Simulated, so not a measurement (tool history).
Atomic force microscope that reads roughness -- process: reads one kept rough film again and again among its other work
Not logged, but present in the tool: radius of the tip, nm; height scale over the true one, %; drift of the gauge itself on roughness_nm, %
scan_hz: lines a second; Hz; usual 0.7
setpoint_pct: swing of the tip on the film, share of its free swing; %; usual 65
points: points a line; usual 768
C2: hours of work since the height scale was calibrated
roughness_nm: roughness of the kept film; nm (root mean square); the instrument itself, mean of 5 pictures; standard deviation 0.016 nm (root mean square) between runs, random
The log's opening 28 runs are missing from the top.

Run 29, hour 254.7: usual settings but scan_hz 0.659 Hz, setpoint_pct 79 %, points 833; pictures with this tip 41; C2 29. Result: roughness_nm 3.668 nm (root mean square).
Run 30, hour 260.6: usual settings but setpoint_pct 60 %, points 471; pictures with this tip 48; C2 32. Result: roughness_nm 3.744 nm (root mean square).
Run 31, hour 270.3: usual settings but setpoint_pct 60 %, points 471; pictures with this tip 61; C2 36. Result: roughness_nm 3.687 nm (root mean square).
Run 32, hour 283.1: usual settings but scan_hz 0.707 Hz, setpoint_pct 83 %, points 471; pictures with this tip 76; C2 42. Result: roughness_nm 3.465 nm (root mean square).
Run 33, hour 295.2: usual settings but scan_hz 0.707 Hz, setpoint_pct 83 %, points 471; pictures with this tip 91; C2 48. Result: roughness_nm 3.422 nm (root mean square).
Run 34, hour 301.3: usual settings but scan_hz 0.707 Hz, setpoint_pct 83 %, points 471; pictures with this tip 99; C2 50. Result: roughness_nm 3.399 nm (root mean square).
Run 35, hour 313.4: usual settings but scan_hz 0.707 Hz, setpoint_pct 83 %, points 471; pictures with this tip 114; C2 56. Result: roughness_nm 3.368 nm (root mean square).
Run 36, hour 318.8: usual settings but scan_hz 2.266 Hz, points 332; pictures with this tip 121; C2 58. Result: roughness_nm 3.253 nm (root mean square).
Run 37, hour 332.1: usual settings but scan_hz 2.266 Hz, points 332; pictures with this tip 137; C2 65. Result: roughness_nm 3.232 nm (root mean square).
Run 38, hour 345.6: usual settings but scan_hz 3.563 Hz, setpoint_pct 59 %; pictures with this tip 154; C2 71. Result: roughness_nm 3.243 nm (root mean square).
Run 39, hour 355.8: usual settings but scan_hz 3.626 Hz, setpoint_pct 72 %; pictures with this tip 167; C2 75. Result: roughness_nm 2.9 nm (root mean square).
Run 40, hour 362.7: usual settings but scan_hz 3.626 Hz, setpoint_pct 72 %; pictures with this tip 175; C2 79. Result: roughness_nm 2.872 nm (root mean square).
Run 41, hour 371.4: usual settings but points 921; pictures with this tip 186; C2 83. Result: roughness_nm 3.349 nm (root mean square).
Run 42, hour 377.9: usual settings but scan_hz 2.299 Hz, setpoint_pct 82 %, points 823; pictures with this tip 194; C2 85. Result: roughness_nm 2.816 nm (root mean square).
Run 43, hour 389.6: usual settings but setpoint_pct 81 %; pictures with this tip 208; C2 91. Result: roughness_nm 3.169 nm (root mean square).
Run 44, hour 400.3: usual settings but scan_hz 1.269 Hz, setpoint_pct 69 %, points 260; pictures with this tip 222; C2 96. Result: roughness_nm 3.05 nm (root mean square).
Run 45, hour 412.3: usual settings but scan_hz 1.269 Hz, setpoint_pct 69 %, points 260; pictures with this tip 237; C2 101. Result: roughness_nm 3.011 nm (root mean square).
Run 46, hour 424.4: usual settings but scan_hz 2.075 Hz, setpoint_pct 70 %, points 741; pictures with this tip 252; C2 107. Result: roughness_nm 2.951 nm (root mean square).
Run 47, hour 437.1: usual settings but scan_hz 3.959 Hz, setpoint_pct 85 %, points 338; pictures with this tip 267; C2 113. Result: roughness_nm 2.226 nm (root mean square).
Run 48, hour 443.9: usual settings but setpoint_pct 69 %; pictures with this tip 276; C2 116. Result: roughness_nm 3.111 nm (root mean square).
Run 49, hour 451.5: usual settings but scan_hz 1.527 Hz, setpoint_pct 63 %; pictures with this tip 285; C2 119. Result: roughness_nm 3.074 nm (root mean square).
Run 50, hour 459.2: usual settings but scan_hz 1.352 Hz, setpoint_pct 81 %, points 891; pictures with this tip 295; C2 123. Result: roughness_nm 2.855 nm (root mean square).
Run 51, hour 471.2: usual settings but scan_hz 0.891 Hz, setpoint_pct 81 %, points 708; pictures with this tip 310; C2 128. Result: roughness_nm 2.911 nm (root mean square).
Run 52, hour 482.8: usual settings but setpoint_pct 68 %, points 723; pictures with this tip 324; C2 133. Result: roughness_nm 3.02 nm (root mean square).

5 options for the next run, each taken on its own from the tool as it stands now. Forecast them:
At hour 491.2: new tip fitted.
Run A, hour 494.6: usual settings but scan_hz 0.763 Hz; pictures with this tip 4; C2 139. Result: roughness_nm ?.
At hour 491.2: new tip fitted.
Run B, hour 494.6: usual settings but scan_hz 0.857 Hz, setpoint_pct 68 %; pictures with this tip 4; C2 139. Result: roughness_nm ?.
At hour 491.2: new tip fitted.
Run C, hour 494.6: usual settings but setpoint_pct 55 %, points 723; pictures with this tip 4; C2 139. Result: roughness_nm ?.
At hour 491.2: new tip fitted.
Run D, hour 494.6: usual settings but scan_hz 0.632 Hz, setpoint_pct 68 %, points 723; pictures with this tip 4; C2 139. Result: roughness_nm ?.
At hour 491.2: new tip fitted.
Run E, hour 494.6: usual settings but setpoint_pct 68 %, points 880; pictures with this tip 4; C2 139. Result: roughness_nm ?.

run  roughness_nm
  A          3.93
  B         3.879
  C          3.98
  D         3.922
  E         3.911
Stripped of hidden state, with their random variation kept, the same runs would have yielded:
run  roughness_nm
  A         3.982
  B          3.93
  C         4.033
  D         3.974
  E         3.963
